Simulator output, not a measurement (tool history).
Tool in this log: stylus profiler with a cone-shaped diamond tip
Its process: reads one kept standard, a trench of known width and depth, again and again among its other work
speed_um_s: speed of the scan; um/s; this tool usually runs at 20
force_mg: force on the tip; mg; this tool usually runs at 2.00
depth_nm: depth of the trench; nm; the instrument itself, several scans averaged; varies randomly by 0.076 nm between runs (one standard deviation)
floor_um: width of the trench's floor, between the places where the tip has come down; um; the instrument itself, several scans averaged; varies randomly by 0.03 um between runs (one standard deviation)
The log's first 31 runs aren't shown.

| run | hour | speed_um_s | force_mg | depth_nm | floor_um |
|---|---|---|---|---|---|
| 32 | 338.3 | 60 | 2.00 | 202.76 | 46.90 |
| 33 | 352.2 | 53 | 4.18 | 204.43 | 47.02 |
| 34 | 366.1 | 53 | 4.18 | 204.31 | 47.01 |
| 35 | 375.5 | 53 | 4.18 | 204.28 | 47.04 |
| 36 | 389.5 | 44 | 0.87 | 201.54 | 46.81 |
| 37 | 398.4 | 44 | 0.87 | 201.52 | 46.83 |
| 38 | 413.9 | 28 | 4.58 | 204.57 | 47.12 |
| 39 | 423.6 | 28 | 0.75 | 201.38 | 46.94 |
| 40 | 437.7 | 28 | 0.75 | 201.45 | 46.90 |
| 41 | 445.3 | 31 | 2.00 | 202.81 | 46.98 |
| 42 | 461.7 | 16 | 5.02 | 204.96 | 47.09 |
| 43 | 468.9 | 16 | 5.02 | 204.93 | 47.13 |
| 44 | 479.0 | 55 | 2.48 | 203.14 | 46.94 |
| 45 | 487.1 | 58 | 0.76 | 201.45 | 46.74 |
| 46 | 497.5 | 58 | 0.76 | 201.30 | 46.65 |
| 47 | 509.3 | 40 | 2.00 | 202.81 | 46.91 |

Below are 3 alternative next runs, each starting from the tool's condition after run 47. Predict each:
| A | 521.9 | 10 | 1.50 | ? | ? |
| B | 521.9 | 40 | 3.64 | ? | ? |
| C | 521.9 | 17 | 2.00 | ? | ? |

| run | depth_nm | floor_um |
|---|---|---|
| A | 202.24 | 47.14 |
| B | 204.13 | 46.95 |
| C | 202.78 | 47.09 |
What these runs would have given with no unlogged condition in the tool:
| run | depth_nm | floor_um |
|---|---|---|
| A | 202.23 | 47.14 |
| B | 204.12 | 46.96 |
| C | 202.77 | 47.10 |
